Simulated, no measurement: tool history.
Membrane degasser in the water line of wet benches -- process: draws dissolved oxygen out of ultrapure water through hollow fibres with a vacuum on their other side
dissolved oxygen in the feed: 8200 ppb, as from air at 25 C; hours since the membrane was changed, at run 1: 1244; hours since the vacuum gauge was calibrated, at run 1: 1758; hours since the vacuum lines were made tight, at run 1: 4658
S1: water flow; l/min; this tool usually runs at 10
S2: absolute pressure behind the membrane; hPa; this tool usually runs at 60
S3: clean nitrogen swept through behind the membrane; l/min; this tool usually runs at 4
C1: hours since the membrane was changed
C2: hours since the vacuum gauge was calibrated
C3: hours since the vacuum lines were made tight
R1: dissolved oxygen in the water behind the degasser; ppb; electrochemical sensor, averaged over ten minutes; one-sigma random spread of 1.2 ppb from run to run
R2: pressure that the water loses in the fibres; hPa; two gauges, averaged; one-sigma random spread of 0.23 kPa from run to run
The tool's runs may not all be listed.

run,hour,S1,S2,S3,C1,C2,C3,R1,R2
1,0,10,60,4,1244,1758,4658,121.3,606
2,42.5,10,60,4,1287,1800,4701,125.5,610.1
3,104.1,10,60,4,1348,1862,4763,125.7,603.6
4,183.4,7,60,4,1428,1941,4842,49.5,422.1
# hour 246.4: seals of the vacuum lines changed
5,261.4,7,60,4,1504,2017,15,49.2,424.9
6,326.3,10,60,4,1569,2082,80,128,608.4
7,368.8,10,60,4,1611,2124,122,127.4,612.3
8,448,10,60,4,1690,2204,202,126.1,604.1
9,519.5,10,60,4,1762,2275,273,128,613.7
# hour 527.6: vacuum gauge calibrated
10,598.6,10,60,4,1840,71,352,129.4,610.5
11,641.7,9,60,10.37,1884,114,395,90.5,550.6
12,717.7,8,135.9,3.43,1960,190,471,118.8,485.6
13,751.1,14,60,9.07,1993,223,504,263.9,855.8
14,808.3,14,149.7,2.57,2050,281,561,395.4,858.3
15,850.6,14,121.2,4,2092,323,604,323.3,857.3
16,893.8,9,94.4,4,2136,366,647,119.1,551

Across each entry between runs, compare the hidden state at the last listed run before it with the hidden state at the first listed run after it:
After run 4, before run 5: seals of the vacuum lines changed (hour 246.4)
  membrane still open, %: 97.9 -> 97.7; true pressure behind the membrane over the reading, kPa: 0.05 -> 0.06; air that leaks in behind the membrane, l/min: 0.0133 -> 0.0014
  measured minus no-state result, R1: +5 -> +4.6 ppb; R2: +9 -> +9.6 hPa
After run 9, before run 10: vacuum gauge calibrated (hour 527.6)
  membrane still open, %: 97.3 -> 97.2; true pressure behind the membrane over the reading, kPa: 0.06 -> 0.08; air that leaks in behind the membrane, l/min: 0.0021 -> 0.0023
  measured minus no-state result, R1: +12.8 -> +13.7 ppb; R2: +16.5 -> +17.3 hPa

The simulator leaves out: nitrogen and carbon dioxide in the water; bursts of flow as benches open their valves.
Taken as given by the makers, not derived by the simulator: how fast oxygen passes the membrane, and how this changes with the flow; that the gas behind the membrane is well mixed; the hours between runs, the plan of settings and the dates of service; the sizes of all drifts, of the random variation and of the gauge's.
